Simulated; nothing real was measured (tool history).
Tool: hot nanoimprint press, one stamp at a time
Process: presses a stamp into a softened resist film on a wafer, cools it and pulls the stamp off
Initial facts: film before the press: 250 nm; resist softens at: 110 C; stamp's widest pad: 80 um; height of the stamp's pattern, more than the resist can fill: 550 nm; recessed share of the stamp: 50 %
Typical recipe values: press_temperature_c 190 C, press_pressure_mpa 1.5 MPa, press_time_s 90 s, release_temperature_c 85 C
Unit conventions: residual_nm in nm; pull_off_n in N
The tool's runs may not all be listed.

| run | day | press_temperature_c | press_pressure_mpa | press_time_s | release_temperature_c | residual_nm | pull_off_n |
|---|---|---|---|---|---|---|---|
| 1 | 0 | 190 | 1.5 | 90 | 85 | 91.8 | 155 |
| 2 | 0.612 | 187 | 1.5 | 90 | 85 | 104.5 | 157 |
| 3 | 1.054 | 187 | 1.5 | 90 | 85 | 104.6 | 158 |
| 4 | 1.45 | 187 | 1.5 | 90 | 85 | 104 | 157 |
| 5 | 2.008 | 187 | 1.5 | 90 | 85 | 105.4 | 157 |
| 6 | 2.317 | 187 | 1.5 | 90 | 85 | 105.3 | 158 |
| 7 | 2.604 | 190 | 1.5 | 90 | 85 | 93.5 | 158 |
| 8 | 2.933 | 200 | 1.5 | 90 | 85 | 61 | 156 |
| 9 | 3.25 | 200 | 1.5 | 90 | 85 | 61.1 | 157 |
| 10 | 3.867 | 200 | 1.5 | 90 | 85 | 61.4 | 160 |
| 11 | 4.133 | 190 | 1.5 | 106 | 85 | 86.3 | 156 |
| 12 | 4.633 | 190 | 1.5 | 106 | 85 | 87.2 | 158 |
| 13 | 5.038 | 186 | 1.5 | 106 | 85 | 103.8 | 155 |
| 14 | 5.338 | 186 | 1.5 | 106 | 85 | 103.4 | 153 |
| 15 | 5.708 | 190 | 0.97 | 90 | 85 | 112.6 | 155 |
| 16 | 6.142 | 190 | 1.04 | 123 | 85 | 96.5 | 156 |
|  | 6.171 | gauge calibrated |
| 17 | 6.546 | 190 | 1.04 | 123 | 85 | 93.7 | 155 |
|  | 7.092 | plate thermocouple calibrated |
| 18 | 7.171 | 178 | 1.96 | 96 | 85 | 133.8 | 159 |
| 19 | 7.658 | 178 | 1.96 | 96 | 85 | 133.5 | 158 |
| 20 | 8.142 | 178 | 1.52 | 155 | 85 | 122.6 | 160 |
| 21 | 8.629 | 190 | 1.7 | 90 | 85 | 87.6 | 157 |
| 22 | 9.25 | 185 | 1.7 | 90 | 89 | 109.3 | 149 |
| 23 | 9.625 | 185 | 1.36 | 85 | 78 | 122.2 | 169 |
| 24 | 9.904 | 185 | 1.36 | 85 | 78 | 121.4 | 169 |
| 25 | 10.238 | 185 | 1.36 | 85 | 78 | 122 | 168 |
| 26 | 10.558 | 191 | 1.36 | 158 | 78 | 72.7 | 173 |
| 27 | 10.862 | 187 | 1.56 | 68 | 71 | 116.9 | 183 |
| 28 | 11.208 | 200 | 2.08 | 50 | 92 | 69.5 | 143 |
| 29 | 11.738 | 200 | 2.08 | 50 | 92 | 69.7 | 143 |

Below, each run's measurement less what the same run would have read without the hidden state. Both values contain the same run-to-run variation, but the gauge's scatter may not be the same in both:
The tool's hidden condition here consists of: true temperature over the reading, C; pressure that arrives at the usual setting, %; grip of the stamp's worn release coat, % over a new coat's; drift of the gauge itself on residual_nm, %; drift of the gauge itself on pull_off_n, %.
| run | residual_nm |
|---|---|
| 1 | -0.1 |
| 2 | +0.2 |
| 3 | +0.4 |
| 4 | +0.6 |
| 5 | +0.8 |
| 6 | +1 |
| 7 | +1 |
| 8 | +0.8 |
| 9 | +0.8 |
| 10 | +1 |
| 11 | +1.4 |
| 12 | +1.6 |
| 13 | +2.2 |
| 14 | +2.3 |
| 15 | +2.7 |
| 16 | +2.5 |
| 17 | +0 |
| 18 | +0.6 |
| 19 | +0.9 |
| 20 | +1.1 |
| 21 | +0.9 |
| 22 | +1.5 |
| 23 | +1.8 |
| 24 | +1.9 |
| 25 | +2.1 |
| 26 | +1.4 |
| 27 | +2.4 |
| 28 | +1.5 |
| 29 | +1.7 |
pull_off_n: within 1 N of the measured result in every run.
